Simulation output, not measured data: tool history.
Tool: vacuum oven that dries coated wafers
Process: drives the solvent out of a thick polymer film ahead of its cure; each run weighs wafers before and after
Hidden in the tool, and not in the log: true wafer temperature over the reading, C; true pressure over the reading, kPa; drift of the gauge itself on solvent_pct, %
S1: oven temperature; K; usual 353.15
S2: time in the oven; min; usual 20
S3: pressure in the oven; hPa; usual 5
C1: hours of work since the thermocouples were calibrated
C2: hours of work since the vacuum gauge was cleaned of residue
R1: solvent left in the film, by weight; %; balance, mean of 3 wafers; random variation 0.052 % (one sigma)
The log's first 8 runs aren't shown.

run,hour,S1,S2,S3,C1,C2,R1
9,435.9,359.15,20,5,766,1109,0.77
10,484.2,359.15,20,5,786,1129,0.75
11,514.3,359.15,20,5,798,1142,0.75
12,561.2,353.15,20,7.26,818,1161,1.86
13,605.7,353.15,20,7.26,836,1180,1.88
14,657.2,353.15,20,7.26,857,1201,1.91
15,700.3,353.15,20,5,875,1219,1.9
16,766,353.15,20,5,902,1246,1.85
17,807.6,353.15,20,5,920,1263,1.88
18,870.8,353.15,20,10.44,946,1289,1.93
19,904.6,353.15,12,10.44,960,1303,3.74
20,946.7,338.15,20,9.28,977,1320,6.25
21,980.8,346.15,30,9.28,991,1335,2.42
22,1025.4,346.15,30,9.28,1010,1353,2.54
23,1094.5,356.15,30,3.45,1038,1382,0.54
24,1134.2,356.15,30,3.45,1055,1398,0.49
25,1168.6,360.15,11,8.3,1069,1412,2.25
26,1215.6,340.15,15,8.67,1088,1432,6.7
27,1288.8,349.15,13,8.28,1119,1462,4.57
28,1354.4,353.15,20,2.87,1146,1489,1.91
29,1385.4,363.15,29,5,1158,1502,0.12
30,1445.1,351.15,20,13.35,1183,1526,2.74

The next listed run, before its measurement:
31,1517.4,358.15,16,11.13,1213,1556,?

R1: 1.61 %
Without the tool's hidden state the same run would have given R1 1.15 %.
